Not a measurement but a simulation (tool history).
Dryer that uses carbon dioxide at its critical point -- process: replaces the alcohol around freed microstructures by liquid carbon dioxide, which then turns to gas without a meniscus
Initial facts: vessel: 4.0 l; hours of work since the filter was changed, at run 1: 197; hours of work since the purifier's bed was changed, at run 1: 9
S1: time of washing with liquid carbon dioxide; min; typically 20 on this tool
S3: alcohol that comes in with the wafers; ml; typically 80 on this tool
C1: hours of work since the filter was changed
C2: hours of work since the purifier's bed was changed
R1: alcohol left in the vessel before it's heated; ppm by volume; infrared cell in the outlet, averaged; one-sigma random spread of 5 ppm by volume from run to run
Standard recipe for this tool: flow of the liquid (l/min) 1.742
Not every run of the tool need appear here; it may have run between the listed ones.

run 1 hour=0.0 | S1=20 flow_of_the_liquid_(l/min)=1.742 S3=80 | C1=197 C2=9 | R1=12
run 2 hour=12.9 | S1=20 flow_of_the_liquid_(l/min)=1.742 S3=83 | C1=203 C2=14 | R1=20
run 3 hour=26.7 | S1=20 flow_of_the_liquid_(l/min)=1.742 S3=80 | C1=209 C2=21 | R1=24
run 4 hour=43.4 | S1=26 flow_of_the_liquid_(l/min)=1.742 S3=80 | C1=216 C2=28 | R1=11
run 5 hour=58.9 | S1=26 flow_of_the_liquid_(l/min)=1.742 S3=80 | C1=223 C2=35 | R1=24
run 6 hour=69.3 | S1=26 flow_of_the_liquid_(l/min)=1.742 S3=80 | C1=228 C2=39 | R1=17
run 7 hour=80.3 | S1=20 flow_of_the_liquid_(l/min)=1.742 S3=80 | C1=233 C2=44 | R1=17
run 8 hour=97.4 | S1=24 flow_of_the_liquid_(l/min)=1.742 S3=80 | C1=240 C2=52 | R1=17
run 9 hour=111.8 | S1=20 flow_of_the_liquid_(l/min)=1.742 S3=100 | C1=247 C2=58 | R1=27
run 10 hour=119.1 | S1=20 flow_of_the_liquid_(l/min)=1.742 S3=100 | C1=250 C2=61 | R1=31
run 11 hour=131.0 | S1=20 flow_of_the_liquid_(l/min)=1.742 S3=80 | C1=255 C2=67 | R1=29
run 12 hour=140.6 | S1=20 flow_of_the_liquid_(l/min)=1.742 S3=80 | C1=259 C2=71 | R1=26
run 13 hour=152.0 | S1=20 flow_of_the_liquid_(l/min)=2.940 S3=25 | C1=264 C2=76 | R1=17
run 14 hour=162.0 | S1=29 flow_of_the_liquid_(l/min)=1.300 S3=80 | C1=269 C2=80 | R1=22
run 15 hour=171.6 | S1=31 flow_of_the_liquid_(l/min)=2.300 S3=80 | C1=273 C2=84 | R1=18
run 16 hour=180.2 | S1=15 flow_of_the_liquid_(l/min)=1.742 S3=80 | C1=277 C2=88 | R1=86
run 17 hour=191.8 | S1=15 flow_of_the_liquid_(l/min)=1.250 S3=40 | C1=282 C2=93 | R1=183
run 18 hour=207.4 | S1=17 flow_of_the_liquid_(l/min)=1.480 S3=80 | C1=289 C2=100 | R1=101
run 19 hour=214.6 | S1=17 flow_of_the_liquid_(l/min)=1.480 S3=21 | C1=292 C2=103 | R1=44
run 20 hour=232.0 | S1=32 flow_of_the_liquid_(l/min)=1.310 S3=80 | C1=300 C2=111 | R1=22
run 21 hour=241.0 | S1=32 flow_of_the_liquid_(l/min)=1.310 S3=80 | C1=304 C2=115 | R1=31

Alternative continuations, all from the tool just after run 21; predict every row:
run A hour=257.1 | S1=20 flow_of_the_liquid_(l/min)=2.120 S3=97 | C1=311 C2=122 | R1=?
run B hour=257.1 | S1=32 flow_of_the_liquid_(l/min)=1.590 S3=48 | C1=311 C2=122 | R1=?
run C hour=257.1 | S1=20 flow_of_the_liquid_(l/min)=1.460 S3=102 | C1=311 C2=122 | R1=?
run D hour=257.1 | S1=19 flow_of_the_liquid_(l/min)=1.742 S3=39 | C1=311 C2=122 | R1=?
run E hour=257.1 | S1=32 flow_of_the_liquid_(l/min)=1.660 S3=60 | C1=311 C2=122 | R1=?

run=A R1=18
run=B R1=21
run=C R1=71
run=D R1=35
run=E R1=12
Had the tool no hidden state, the same runs would have come out as:
run=A R1=0
run=B R1=2
run=C R1=28
run=D R1=11
run=E R1=0
